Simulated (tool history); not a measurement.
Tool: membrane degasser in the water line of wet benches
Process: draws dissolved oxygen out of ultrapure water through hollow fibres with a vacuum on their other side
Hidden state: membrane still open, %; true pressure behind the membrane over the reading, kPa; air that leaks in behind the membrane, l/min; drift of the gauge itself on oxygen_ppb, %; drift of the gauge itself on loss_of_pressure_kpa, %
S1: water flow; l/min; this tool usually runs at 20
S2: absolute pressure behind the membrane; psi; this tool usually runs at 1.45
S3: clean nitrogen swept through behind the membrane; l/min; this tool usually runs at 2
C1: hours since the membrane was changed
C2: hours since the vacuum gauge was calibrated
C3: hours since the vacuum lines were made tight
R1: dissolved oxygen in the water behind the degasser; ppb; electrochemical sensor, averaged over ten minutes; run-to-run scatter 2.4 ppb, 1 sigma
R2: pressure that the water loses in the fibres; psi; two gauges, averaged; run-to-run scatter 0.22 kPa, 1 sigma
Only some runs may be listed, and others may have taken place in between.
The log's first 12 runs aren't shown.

run 13 day=43.533 | S1=20 S2=1.54 S3=2 | C1=5440 C2=5599 C3=5918 | R1=260.5 R2=8.106
run 14 day=47.496 | S1=29 S2=1.54 S3=2 | C1=5535 C2=5694 C3=6013 | R1=528.4 R2=11.72
run 15 day=51.846 | S1=20 S2=1.45 S3=4.65 | C1=5639 C2=5799 C3=6118 | R1=163.2 R2=8.097
run 16 day=55.688 | S1=20 S2=1.45 S3=4.65 | C1=5731 C2=5891 C3=6210 | R1=163.5 R2=8.154
run 17 day=59.638 | S1=20 S2=1.45 S3=4.65 | C1=5826 C2=5986 C3=6305 | R1=163.6 R2=8.1
run 18 day=64.412 | S1=20 S2=2.42 S3=2 | C1=5941 C2=6100 C3=6419 | R1=404.6 R2=8.057
-- day=64.829 vacuum gauge calibrated
run 19 day=66.996 | S1=20 S2=2.42 S3=2 | C1=6002 C2=52 C3=6481 | R1=410.4 R2=8.066
run 20 day=69.733 | S1=20 S2=2.42 S3=2 | C1=6068 C2=118 C3=6547 | R1=399 R2=8.064
run 21 day=74.508 | S1=19 S2=2.73 S3=2 | C1=6183 C2=232 C3=6661 | R1=414.3 R2=7.746
run 22 day=78.6 | S1=19 S2=2.73 S3=2 | C1=6281 C2=330 C3=6759 | R1=429 R2=7.654
run 23 day=81.938 | S1=19 S2=2.73 S3=2 | C1=6361 C2=411 C3=6840 | R1=420.8 R2=7.712
run 24 day=84.271 | S1=12 S2=1.45 S3=3.16 | C1=6417 C2=467 C3=6896 | R1=74.5 R2=4.843
run 25 day=87.817 | S1=15 S2=1.45 S3=1.15 | C1=6502 C2=552 C3=6981 | R1=234.6 R2=6.083
-- day=88.775 vacuum gauge calibrated, once more
run 26 day=90.958 | S1=20 S2=0.9 S3=2 | C1=6577 C2=52 C3=7056 | R1=162 R2=8.083
run 27 day=94.204 | S1=25 S2=1.45 S3=1 | C1=6655 C2=130 C3=7133 | R1=536.8 R2=10.171
run 28 day=99.138 | S1=19 S2=2.06 S3=5.36 | C1=6773 C2=249 C3=7252 | R1=172.6 R2=7.742
run 29 day=101.762 | S1=19 S2=2.06 S3=5.36 | C1=6836 C2=312 C3=7315 | R1=172.9 R2=7.732
run 30 day=106.725 | S1=19 S2=2.06 S3=1.38 | C1=6955 C2=431 C3=7434 | R1=420.7 R2=7.76
run 31 day=109.846 | S1=19 S2=2.06 S3=1.38 | C1=7030 C2=506 C3=7509 | R1=412.6 R2=7.777
run 32 day=112.517 | S1=25 S2=3.44 S3=2.06 | C1=7094 C2=570 C3=7573 | R1=716.8 R2=10.216

3 ways to go on from here, each from the tool as it stands after run 32. What would each give?
run A day=117.362 | S1=20 S2=1.45 S3=1.37 | C1=7211 C2=686 C3=7689 | R1=? R2=?
run B day=117.362 | S1=18 S2=3.34 S3=1.61 | C1=7211 C2=686 C3=7689 | R1=? R2=?
run C day=117.362 | S1=15 S2=3.44 S3=1.65 | C1=7211 C2=686 C3=7689 | R1=? R2=?

run=A R1=321.3 R2=8.164
run=B R1=566.8 R2=7.353
run=C R1=466.5 R2=6.164
Without the tool's hidden state the same runs would have given:
run=A R1=305.2 R2=7.938
run=B R1=544.5 R2=7.149
run=C R1=446.2 R2=5.994

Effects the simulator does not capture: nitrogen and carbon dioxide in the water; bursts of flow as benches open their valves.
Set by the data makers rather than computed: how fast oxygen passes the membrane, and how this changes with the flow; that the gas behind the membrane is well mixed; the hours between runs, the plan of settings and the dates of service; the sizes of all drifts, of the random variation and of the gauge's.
